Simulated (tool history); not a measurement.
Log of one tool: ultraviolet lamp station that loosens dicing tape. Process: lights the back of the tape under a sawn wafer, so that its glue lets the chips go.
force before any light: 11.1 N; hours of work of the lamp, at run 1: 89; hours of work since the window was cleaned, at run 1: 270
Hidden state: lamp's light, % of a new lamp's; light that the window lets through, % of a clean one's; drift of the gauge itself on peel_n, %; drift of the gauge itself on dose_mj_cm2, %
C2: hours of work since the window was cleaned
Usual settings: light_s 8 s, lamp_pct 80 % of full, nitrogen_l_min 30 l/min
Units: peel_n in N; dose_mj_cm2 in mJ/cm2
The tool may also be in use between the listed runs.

run 1 hour=0 | light_s=8 lamp_pct=80 nitrogen_l_min=30 | hours_of_work_of_the_lamp=89 C2=270 | peel_n=0.898 dose_mj_cm2=402
run 2 hour=8.4 | light_s=8 lamp_pct=80 nitrogen_l_min=30 | hours_of_work_of_the_lamp=94 C2=274 | peel_n=0.9 dose_mj_cm2=398
run 3 hour=15.8 | light_s=8 lamp_pct=80 nitrogen_l_min=30 | hours_of_work_of_the_lamp=98 C2=278 | peel_n=0.902 dose_mj_cm2=405
run 4 hour=21.8 | light_s=8 lamp_pct=80 nitrogen_l_min=30 | hours_of_work_of_the_lamp=101 C2=282 | peel_n=0.94 dose_mj_cm2=403
run 5 hour=30.1 | light_s=8 lamp_pct=80 nitrogen_l_min=30 | hours_of_work_of_the_lamp=106 C2=286 | peel_n=0.932 dose_mj_cm2=404
run 6 hour=36.3 | light_s=8 lamp_pct=80 nitrogen_l_min=30 | hours_of_work_of_the_lamp=109 C2=290 | peel_n=0.901 dose_mj_cm2=402
run 7 hour=42.5 | light_s=8 lamp_pct=80 nitrogen_l_min=30 | hours_of_work_of_the_lamp=113 C2=293 | peel_n=0.949 dose_mj_cm2=399
run 8 hour=49.3 | light_s=8 lamp_pct=80 nitrogen_l_min=30 | hours_of_work_of_the_lamp=117 C2=297 | peel_n=0.919 dose_mj_cm2=396
run 9 hour=58.4 | light_s=8 lamp_pct=80 nitrogen_l_min=30 | hours_of_work_of_the_lamp=122 C2=302 | peel_n=0.901 dose_mj_cm2=397
run 10 hour=66.8 | light_s=8 lamp_pct=80 nitrogen_l_min=30 | hours_of_work_of_the_lamp=126 C2=306 | peel_n=0.923 dose_mj_cm2=395
run 11 hour=76 | light_s=8 lamp_pct=80 nitrogen_l_min=30 | hours_of_work_of_the_lamp=131 C2=311 | peel_n=0.931 dose_mj_cm2=401
run 12 hour=81.2 | light_s=8 lamp_pct=80 nitrogen_l_min=28 | hours_of_work_of_the_lamp=134 C2=314 | peel_n=0.962 dose_mj_cm2=394
run 13 hour=90.7 | light_s=8 lamp_pct=80 nitrogen_l_min=28 | hours_of_work_of_the_lamp=139 C2=319 | peel_n=1.023 dose_mj_cm2=394
run 14 hour=98 | light_s=8 lamp_pct=80 nitrogen_l_min=28 | hours_of_work_of_the_lamp=143 C2=323 | peel_n=0.944 dose_mj_cm2=397
run 15 hour=105.5 | light_s=8 lamp_pct=65 nitrogen_l_min=30 | hours_of_work_of_the_lamp=147 C2=328 | peel_n=1.409 dose_mj_cm2=320
run 16 hour=114 | light_s=8 lamp_pct=65 nitrogen_l_min=30 | hours_of_work_of_the_lamp=152 C2=332 | peel_n=1.38 dose_mj_cm2=318
run 17 hour=120.4 | light_s=8 lamp_pct=65 nitrogen_l_min=30 | hours_of_work_of_the_lamp=156 C2=336 | peel_n=1.432 dose_mj_cm2=317
run 18 hour=130 | light_s=8 lamp_pct=65 nitrogen_l_min=26 | hours_of_work_of_the_lamp=161 C2=341 | peel_n=1.569 dose_mj_cm2=322
run 19 hour=138.7 | light_s=8 lamp_pct=73 nitrogen_l_min=26 | hours_of_work_of_the_lamp=166 C2=346 | peel_n=1.256 dose_mj_cm2=358
run 20 hour=145.1 | light_s=8 lamp_pct=80 nitrogen_l_min=30 | hours_of_work_of_the_lamp=169 C2=349 | peel_n=0.93 dose_mj_cm2=388
run 21 hour=155.6 | light_s=8 lamp_pct=80 nitrogen_l_min=30 | hours_of_work_of_the_lamp=175 C2=355 | peel_n=0.958 dose_mj_cm2=392
-- hour=157 window cleaned of glue's vapour
run 22 hour=166.5 | light_s=8 lamp_pct=80 nitrogen_l_min=30 | hours_of_work_of_the_lamp=181 C2=5 | peel_n=1.103 dose_mj_cm2=369
run 23 hour=173.3 | light_s=12 lamp_pct=82 nitrogen_l_min=30 | hours_of_work_of_the_lamp=184 C2=9 | peel_n=0.463 dose_mj_cm2=558
run 24 hour=180.1 | light_s=12 lamp_pct=82 nitrogen_l_min=20 | hours_of_work_of_the_lamp=188 C2=13 | peel_n=0.617 dose_mj_cm2=563
-- hour=188.7 window cleaned of glue's vapour, once more
run 25 hour=190 | light_s=6 lamp_pct=81 nitrogen_l_min=49 | hours_of_work_of_the_lamp=193 C2=1 | peel_n=0.995 dose_mj_cm2=324
run 26 hour=200.1 | light_s=8 lamp_pct=70 nitrogen_l_min=30 | hours_of_work_of_the_lamp=199 C2=6 | peel_n=1.046 dose_mj_cm2=371
run 27 hour=209.4 | light_s=8 lamp_pct=96 nitrogen_l_min=11 | hours_of_work_of_the_lamp=204 C2=11 | peel_n=1.208 dose_mj_cm2=509
run 28 hour=216.8 | light_s=8 lamp_pct=96 nitrogen_l_min=11 | hours_of_work_of_the_lamp=208 C2=15 | peel_n=1.211 dose_mj_cm2=514
run 29 hour=224.4 | light_s=4 lamp_pct=65 nitrogen_l_min=28 | hours_of_work_of_the_lamp=212 C2=20 | peel_n=3.651 dose_mj_cm2=174
run 30 hour=234.7 | light_s=13 lamp_pct=72 nitrogen_l_min=47 | hours_of_work_of_the_lamp=218 C2=25 | peel_n=0.318 dose_mj_cm2=624
run 31 hour=240.7 | light_s=10 lamp_pct=80 nitrogen_l_min=10 | hours_of_work_of_the_lamp=221 C2=29 | peel_n=1.215 dose_mj_cm2=527
run 32 hour=249.8 | light_s=10 lamp_pct=80 nitrogen_l_min=10 | hours_of_work_of_the_lamp=226 C2=34 | peel_n=1.229 dose_mj_cm2=527
run 33 hour=255.9 | light_s=9 lamp_pct=84 nitrogen_l_min=28 | hours_of_work_of_the_lamp=230 C2=37 | peel_n=0.629 dose_mj_cm2=500
run 34 hour=264.8 | light_s=5 lamp_pct=80 nitrogen_l_min=17 | hours_of_work_of_the_lamp=234 C2=42 | peel_n=2.684 dose_mj_cm2=264
run 35 hour=271.1 | light_s=8 lamp_pct=80 nitrogen_l_min=20 | hours_of_work_of_the_lamp=238 C2=45 | peel_n=1.1 dose_mj_cm2=418
run 36 hour=278.5 | light_s=8 lamp_pct=80 nitrogen_l_min=20 | hours_of_work_of_the_lamp=242 C2=49 | peel_n=1.113 dose_mj_cm2=420
run 37 hour=283 | light_s=6 lamp_pct=80 nitrogen_l_min=53 | hours_of_work_of_the_lamp=244 C2=52 | peel_n=1.033 dose_mj_cm2=311
run 38 hour=287.6 | light_s=6 lamp_pct=68 nitrogen_l_min=55 | hours_of_work_of_the_lamp=247 C2=54 | peel_n=1.359 dose_mj_cm2=265
run 39 hour=292 | light_s=10 lamp_pct=80 nitrogen_l_min=30 | hours_of_work_of_the_lamp=249 C2=57 | peel_n=0.508 dose_mj_cm2=522
run 40 hour=302.4 | light_s=9 lamp_pct=73 nitrogen_l_min=26 | hours_of_work_of_the_lamp=255 C2=63 | peel_n=0.891 dose_mj_cm2=428
run 41 hour=310.6 | light_s=9 lamp_pct=73 nitrogen_l_min=26 | hours_of_work_of_the_lamp=260 C2=67 | peel_n=0.891 dose_mj_cm2=424
run 42 hour=316.6 | light_s=16 lamp_pct=72 nitrogen_l_min=19 | hours_of_work_of_the_lamp=263 C2=70 | peel_n=0.385 dose_mj_cm2=755
run 43 hour=321.2 | light_s=12 lamp_pct=97 nitrogen_l_min=34 | hours_of_work_of_the_lamp=265 C2=73 | peel_n=0.284 dose_mj_cm2=762
run 44 hour=327.7 | light_s=15 lamp_pct=97 nitrogen_l_min=42 | hours_of_work_of_the_lamp=269 C2=76 | peel_n=0.27 dose_mj_cm2=941

Hidden state at the last listed run before each entry between runs and at the first one after, where it differs:
Between runs 21 and 22: window cleaned of glue's vapour (hour 157)
  lamp's light, % of a new lamp's: 97.3 -> 97.2; light that the window lets through, % of a clean one's: 90.6 -> 85.2
  measured less the result without the state, peel_n: +0.218 -> +0.348 N; dose_mj_cm2: -53 -> -77 mJ/cm2
Between runs 24 and 25: window cleaned of glue's vapour, once more (hour 188.7)
  lamp's light, % of a new lamp's: 97.1 -> 97; light that the window lets through, % of a clean one's: 85 -> 99.6
  measured less the result without the state, peel_n: +0.192 -> +0.067 N; dose_mj_cm2: -119 -> -12 mJ/cm2
